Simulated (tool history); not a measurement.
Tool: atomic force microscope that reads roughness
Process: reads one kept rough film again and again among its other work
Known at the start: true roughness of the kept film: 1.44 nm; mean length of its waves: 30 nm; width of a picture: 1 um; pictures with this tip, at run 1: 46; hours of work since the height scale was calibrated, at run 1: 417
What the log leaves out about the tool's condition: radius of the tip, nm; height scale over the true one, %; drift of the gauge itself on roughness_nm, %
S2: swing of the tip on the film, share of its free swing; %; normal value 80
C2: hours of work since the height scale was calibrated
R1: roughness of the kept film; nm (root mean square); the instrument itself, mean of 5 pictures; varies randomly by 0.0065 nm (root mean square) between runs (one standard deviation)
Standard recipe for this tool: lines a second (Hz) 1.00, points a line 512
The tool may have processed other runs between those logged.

{"run": 1, "day": 0.0, "lines a second (Hz)": 1.0, "S2": 80, "points a line": 512, "pictures with this tip": 46, "C2": 417, "R1": 1.28}
{"run": 2, "day": 0.521, "lines a second (Hz)": 1.0, "S2": 80, "points a line": 670, "pictures with this tip": 62, "C2": 427, "R1": 1.273}
{"run": 3, "day": 1.0, "lines a second (Hz)": 1.0, "S2": 80, "points a line": 670, "pictures with this tip": 77, "C2": 435, "R1": 1.277}
{"run": 4, "day": 1.308, "lines a second (Hz)": 1.0, "S2": 80, "points a line": 512, "pictures with this tip": 87, "C2": 441, "R1": 1.285}
{"run": 5, "day": 1.962, "lines a second (Hz)": 1.0, "S2": 80, "points a line": 512, "pictures with this tip": 107, "C2": 453, "R1": 1.274}
{"run": 6, "day": 2.379, "lines a second (Hz)": 1.0, "S2": 80, "points a line": 290, "pictures with this tip": 121, "C2": 460, "R1": 1.264}
{"run": 7, "day": 2.671, "lines a second (Hz)": 1.0, "S2": 59, "points a line": 512, "pictures with this tip": 130, "C2": 465, "R1": 1.344}
{"run": 8, "day": 3.258, "lines a second (Hz)": 2.19, "S2": 80, "points a line": 723, "pictures with this tip": 148, "C2": 476, "R1": 1.192}
{"run": 9, "day": 3.575, "lines a second (Hz)": 1.0, "S2": 68, "points a line": 347, "pictures with this tip": 158, "C2": 482, "R1": 1.302}
{"run": 10, "day": 3.933, "lines a second (Hz)": 1.52, "S2": 65, "points a line": 512, "pictures with this tip": 169, "C2": 488, "R1": 1.31}
{"run": 11, "day": 4.521, "lines a second (Hz)": 1.52, "S2": 65, "points a line": 512, "pictures with this tip": 188, "C2": 499, "R1": 1.302}
{"run": 12, "day": 5.15, "lines a second (Hz)": 1.52, "S2": 65, "points a line": 512, "pictures with this tip": 207, "C2": 510, "R1": 1.301}

What if the next run were any one of these 3? Each begins from the tool's condition after run 12:
{"day": 5.4, "done": "new tip fitted"}
{"run": "A", "day": 5.488, "lines a second (Hz)": 0.69, "S2": 64, "points a line": 696, "pictures with this tip": 2, "C2": 516, "R1": "?"}
{"day": 5.4, "done": "new tip fitted"}
{"run": "B", "day": 5.488, "lines a second (Hz)": 1.0, "S2": 80, "points a line": 415, "pictures with this tip": 2, "C2": 516, "R1": "?"}
{"day": 5.4, "done": "new tip fitted"}
{"run": "C", "day": 5.488, "lines a second (Hz)": 3.32, "S2": 65, "points a line": 461, "pictures with this tip": 2, "C2": 516, "R1": "?"}

run=A R1=1.344
run=B R1=1.275
run=C R1=1.239
Without the tool's hidden state the same runs would have given:
run=A R1=1.345
run=B R1=1.275
run=C R1=1.239
